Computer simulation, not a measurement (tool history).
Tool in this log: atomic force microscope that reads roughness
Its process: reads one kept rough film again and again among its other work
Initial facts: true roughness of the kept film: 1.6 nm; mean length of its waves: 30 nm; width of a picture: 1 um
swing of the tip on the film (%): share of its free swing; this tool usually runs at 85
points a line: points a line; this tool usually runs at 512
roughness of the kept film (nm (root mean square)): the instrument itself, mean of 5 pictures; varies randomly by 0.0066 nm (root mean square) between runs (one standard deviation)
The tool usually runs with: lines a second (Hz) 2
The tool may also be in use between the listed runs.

run,day,lines a second (Hz),swing of the tip on the film (%),points a line,roughness of the kept film (nm (root mean square))
1,0,2,85,512,1.292
2,0.912,2,85,512,1.283
3,1.65,2,85,512,1.269
4,2.475,2,85,512,1.261
5,3.404,2,85,512,1.24
6,4.167,2,85,512,1.238
7,5.146,2,85,632,1.219
8,5.95,2.99,85,512,1.15
9,6.946,2,85,512,1.213
10,7.754,2,85,512,1.197
11,8.546,2,85,512,1.183
12,9.475,2,85,512,1.176
13,10.162,2,58,512,1.306
# day 10.496: new tip fitted
14,10.754,2,65,512,1.434
15,11.667,1.4,65,408,1.427
16,12.562,1.4,65,408,1.409
17,13.588,2,58,500,1.409
18,14.112,0.78,77,359,1.383
19,14.975,0.78,77,359,1.37
# day 15.1: height scale calibrated on a step standard
20,16.05,0.78,77,359,1.364
# day 16.954: height scale calibrated on a step standard, once more
21,16.988,2.92,57,421,1.352
22,17.517,1.6,85,581,1.263
23,18.079,1.6,82,504,1.266
24,18.888,1.6,85,920,1.244
25,19.45,2.31,85,411,1.169
26,20.146,2.31,85,411,1.17
27,21.008,0.67,85,299,1.288
# day 22.154: new tip fitted
28,22.154,3.45,85,420,1.207

Branching from run 28: 3 alternative next runs. What would each branch give?
A,22.646,1.16,75,459,?
B,22.646,3.45,85,747,?
C,22.646,1.36,85,420,?

run,roughness of the kept film (nm (root mean square))
A,1.425
B,1.188
C,1.362
The same runs, with their run-to-run variation unchanged, on a tool lacking any hidden condition would have given:
run,roughness of the kept film (nm (root mean square))
A,1.44
B,1.201
C,1.377

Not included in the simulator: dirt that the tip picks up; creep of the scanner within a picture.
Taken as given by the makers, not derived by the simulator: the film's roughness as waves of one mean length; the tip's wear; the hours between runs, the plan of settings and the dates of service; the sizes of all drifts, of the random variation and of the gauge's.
